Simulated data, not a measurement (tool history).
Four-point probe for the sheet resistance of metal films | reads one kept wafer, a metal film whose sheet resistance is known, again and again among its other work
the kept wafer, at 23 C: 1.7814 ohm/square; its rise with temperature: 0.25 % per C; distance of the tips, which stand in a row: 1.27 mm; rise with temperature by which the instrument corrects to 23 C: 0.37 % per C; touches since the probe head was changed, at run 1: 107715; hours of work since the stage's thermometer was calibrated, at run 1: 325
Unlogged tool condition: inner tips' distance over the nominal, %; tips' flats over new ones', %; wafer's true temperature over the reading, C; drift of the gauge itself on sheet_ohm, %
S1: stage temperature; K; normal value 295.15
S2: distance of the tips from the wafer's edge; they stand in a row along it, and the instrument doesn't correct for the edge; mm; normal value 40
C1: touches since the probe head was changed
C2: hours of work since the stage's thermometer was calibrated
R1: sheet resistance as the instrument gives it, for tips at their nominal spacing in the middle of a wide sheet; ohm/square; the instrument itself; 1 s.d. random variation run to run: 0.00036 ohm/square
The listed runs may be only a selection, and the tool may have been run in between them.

run	day	S1	S2	C1	C2	R1
1	0	295.15	40	107715	325	1.785109
2	0.554	302.15	40	108212	332	1.770804
3	0.954	295.15	40	108568	337	1.78388
4	1.692	295.15	40	109230	347	1.785054
5	2.208	295.15	25	109693	354	1.786641
6	2.954	295.15	25	110363	364	1.785757
7	3.45	295.15	25	110804	371	1.785915
8	3.992	295.15	25	111289	378	1.786196
9	4.683	295.15	25	111909	387	1.786039
10	5.221	295.15	25	112392	394	1.786724
11	5.675	300.15	25	112798	400	1.775692
12	6.038	300.15	25	113125	405	1.776128
# day 6.271: new probe head fitted
13	6.538	293.15	25	242	411	1.790231
14	7.275	300.15	40	901	421	1.773972
15	8.062	295.15	6	1605	432	1.825096
16	8.854	295.15	6	2316	442	1.824912
17	9.454	295.15	6	2853	450	1.825544
18	10.129	302.15	31	3457	459	1.771255
19	10.492	302.15	31	3783	464	1.771211
20	11.196	302.15	31	4412	474	1.77111
21	11.938	293.15	26	5077	484	1.789875
22	12.5	295.15	30	5580	491	1.785691
23	13.146	297.15	6	6160	500	1.821511
24	13.842	297.15	3	6783	509	1.935253
25	14.25	304.15	38	7147	515	1.766426
26	14.6	292.15	40	7463	519	1.790697
27	15.054	292.15	40	7870	525	1.790944
28	15.446	293.15	40	8221	531	1.788564
29	15.792	293.15	40	8529	535	1.788792
30	16.125	293.15	40	8829	540	1.788849
31	16.621	308.15	4	9272	546	1.848372
32	17.142	308.15	4	9740	553	1.848167
33	17.967	298.15	58	10476	564	1.777992
34	18.704	294.15	55	11137	574	1.785793

Hidden condition of the tool, last listed run before each entry between runs versus first listed run after:
Logged between run 12 and run 13: new probe head fitted (day 6.271)
  inner tips' distance over the nominal, %: 0.017 -> 0.003; tips' flats over new ones', %: 1 -> 0
